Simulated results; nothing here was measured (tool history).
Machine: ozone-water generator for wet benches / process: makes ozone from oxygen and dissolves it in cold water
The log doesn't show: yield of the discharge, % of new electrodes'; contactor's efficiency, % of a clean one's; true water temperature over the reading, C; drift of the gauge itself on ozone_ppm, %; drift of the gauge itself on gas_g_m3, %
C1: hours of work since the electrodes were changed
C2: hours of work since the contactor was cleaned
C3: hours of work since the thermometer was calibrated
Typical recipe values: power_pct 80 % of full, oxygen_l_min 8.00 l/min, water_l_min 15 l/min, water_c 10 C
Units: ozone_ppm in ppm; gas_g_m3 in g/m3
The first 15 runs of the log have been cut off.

run 16 day=90.325 | power_pct=64 oxygen_l_min=8.00 water_l_min=15 water_c=10 | C1=3811 C2=2426 C3=1232 | ozone_ppm=21.8 gas_g_m3=139.8
run 17 day=93.858 | power_pct=64 oxygen_l_min=8.00 water_l_min=15 water_c=8 | C1=3886 C2=2501 C3=1307 | ozone_ppm=22.8 gas_g_m3=138.5
run 18 day=100.596 | power_pct=80 oxygen_l_min=4.18 water_l_min=16 water_c=10 | C1=4030 C2=2645 C3=1451 | ozone_ppm=27.0 gas_g_m3=256.2
run 19 day=106.717 | power_pct=99 oxygen_l_min=8.76 water_l_min=23 water_c=16 | C1=4160 C2=2775 C3=1582 | ozone_ppm=18.8 gas_g_m3=187.5
run 20 day=110.029 | power_pct=99 oxygen_l_min=8.76 water_l_min=23 water_c=16 | C1=4231 C2=2846 C3=1652 | ozone_ppm=18.9 gas_g_m3=188.3
run 21 day=117.300 | power_pct=99 oxygen_l_min=8.76 water_l_min=23 water_c=16 | C1=4386 C2=3001 C3=1807 | ozone_ppm=18.8 gas_g_m3=188.9
run 22 day=120.854 | power_pct=96 oxygen_l_min=5.72 water_l_min=9 water_c=13 | C1=4462 C2=3077 C3=1883 | ozone_ppm=46.4 gas_g_m3=241.8
run 23 day=127.600 | power_pct=96 oxygen_l_min=5.72 water_l_min=9 water_c=13 | C1=4606 C2=3221 C3=2027 | ozone_ppm=45.8 gas_g_m3=241.6
run 24 day=131.342 | power_pct=50 oxygen_l_min=8.00 water_l_min=15 water_c=6 | C1=4685 C2=3301 C3=2107 | ozone_ppm=19.1 gas_g_m3=115.6
run 25 day=139.075 | power_pct=50 oxygen_l_min=8.00 water_l_min=15 water_c=6 | C1=4850 C2=3466 C3=2272 | ozone_ppm=19.1 gas_g_m3=114.0
run 26 day=145.808 | power_pct=50 oxygen_l_min=6.36 water_l_min=9 water_c=11 | C1=4994 C2=3609 C3=2416 | ozone_ppm=27.3 gas_g_m3=133.6
run 27 day=150.058 | power_pct=50 oxygen_l_min=6.36 water_l_min=9 water_c=11 | C1=5085 C2=3700 C3=2506 | ozone_ppm=27.7 gas_g_m3=133.6
run 28 day=154.162 | power_pct=50 oxygen_l_min=6.36 water_l_min=24 water_c=18 | C1=5172 C2=3787 C3=2594 | ozone_ppm=10.6 gas_g_m3=132.0
run 29 day=160.721 | power_pct=50 oxygen_l_min=5.47 water_l_min=24 water_c=13 | C1=5312 C2=3927 C3=2734 | ozone_ppm=11.5 gas_g_m3=147.3
-- day=166.962 water thermometer calibrated
run 30 day=168.154 | power_pct=50 oxygen_l_min=5.47 water_l_min=24 water_c=13 | C1=5470 C2=4086 C3=25 | ozone_ppm=11.3 gas_g_m3=149.2
-- day=170.829 gauge calibrated
run 31 day=175.067 | power_pct=59 oxygen_l_min=8.00 water_l_min=14 water_c=10 | C1=5618 C2=4233 C3=173 | ozone_ppm=21.9 gas_g_m3=128.1
run 32 day=182.004 | power_pct=42 oxygen_l_min=11.31 water_l_min=18 water_c=10 | C1=5766 C2=4381 C3=321 | ozone_ppm=12.1 gas_g_m3=77.1

What if the next run were any one of these 5? Each begins from the tool's condition after run 32:
run A day=189.596 | power_pct=57 oxygen_l_min=8.00 water_l_min=15 water_c=11 | C1=5928 C2=4543 C3=483 | ozone_ppm=? gas_g_m3=?
run B day=189.596 | power_pct=54 oxygen_l_min=8.00 water_l_min=12 water_c=14 | C1=5928 C2=4543 C3=483 | ozone_ppm=? gas_g_m3=?
run C day=189.596 | power_pct=80 oxygen_l_min=8.00 water_l_min=21 water_c=10 | C1=5928 C2=4543 C3=483 | ozone_ppm=? gas_g_m3=?
run D day=189.596 | power_pct=83 oxygen_l_min=11.31 water_l_min=14 water_c=10 | C1=5928 C2=4543 C3=483 | ozone_ppm=? gas_g_m3=?
run E day=189.596 | power_pct=53 oxygen_l_min=8.14 water_l_min=15 water_c=10 | C1=5928 C2=4543 C3=483 | ozone_ppm=? gas_g_m3=?

run=A ozone_ppm=19.6 gas_g_m3=123.7
run=B ozone_ppm=21.1 gas_g_m3=119.8
run=C ozone_ppm=19.2 gas_g_m3=164.8
run=D ozone_ppm=26.1 gas_g_m3=135.9
run=E ozone_ppm=18.5 gas_g_m3=116.2
Take away the tool's hidden state, keep each run's random variation, and the runs would have read:
run=A ozone_ppm=19.6 gas_g_m3=123.4
run=B ozone_ppm=21.1 gas_g_m3=119.5
run=C ozone_ppm=19.3 gas_g_m3=164.4
run=D ozone_ppm=26.1 gas_g_m3=135.6
run=E ozone_ppm=18.5 gas_g_m3=115.9
